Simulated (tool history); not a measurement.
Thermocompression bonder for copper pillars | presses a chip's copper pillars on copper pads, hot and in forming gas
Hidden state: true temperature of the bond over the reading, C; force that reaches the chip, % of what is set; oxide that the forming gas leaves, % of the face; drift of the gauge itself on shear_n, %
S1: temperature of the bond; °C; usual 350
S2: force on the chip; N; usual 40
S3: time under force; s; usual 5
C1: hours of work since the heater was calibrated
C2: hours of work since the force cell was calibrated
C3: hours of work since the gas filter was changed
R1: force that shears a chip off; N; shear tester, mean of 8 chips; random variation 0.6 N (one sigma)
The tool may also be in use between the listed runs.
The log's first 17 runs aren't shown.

run	hour	S1	S2	S3	C1	C2	C3	R1
18	192.5	347	44	5	499	187	218	63.7
19	201.6	347	39	3	504	191	222	52.4
20	214.1	347	39	3	510	198	229	52.0
21	222.7	338	30	11	514	202	233	62.1
# hour 225.4: heater calibrated with a thermocouple chip
22	236.3	380	42	14	6	208	239	83.1
23	250.7	339	57	6	13	215	246	67.4
24	258.2	363	30	7	17	219	250	68.1
# hour 264.9: heater calibrated with a thermocouple chip, once more
25	275.0	363	30	7	5	226	257	66.3
26	288.0	353	38	3	12	233	264	52.6
27	297.6	353	38	3	16	238	269	52.7
28	306.9	339	27	10	21	243	273	57.0
29	317.7	342	43	10	27	248	279	68.4
30	323.9	367	40	5	30	251	282	68.6

Forecast each of these 3 alternatives for the next run:
A	338.2	367	46	5	37	258	289	?
B	338.2	367	28	5	37	258	289	?
C	338.2	367	40	3	37	258	289	?

run	R1
A	69.9
B	60.4
C	59.9
Without the tool's hidden state the same runs would have given:
run	R1
A	73.0
B	63.1
C	62.7

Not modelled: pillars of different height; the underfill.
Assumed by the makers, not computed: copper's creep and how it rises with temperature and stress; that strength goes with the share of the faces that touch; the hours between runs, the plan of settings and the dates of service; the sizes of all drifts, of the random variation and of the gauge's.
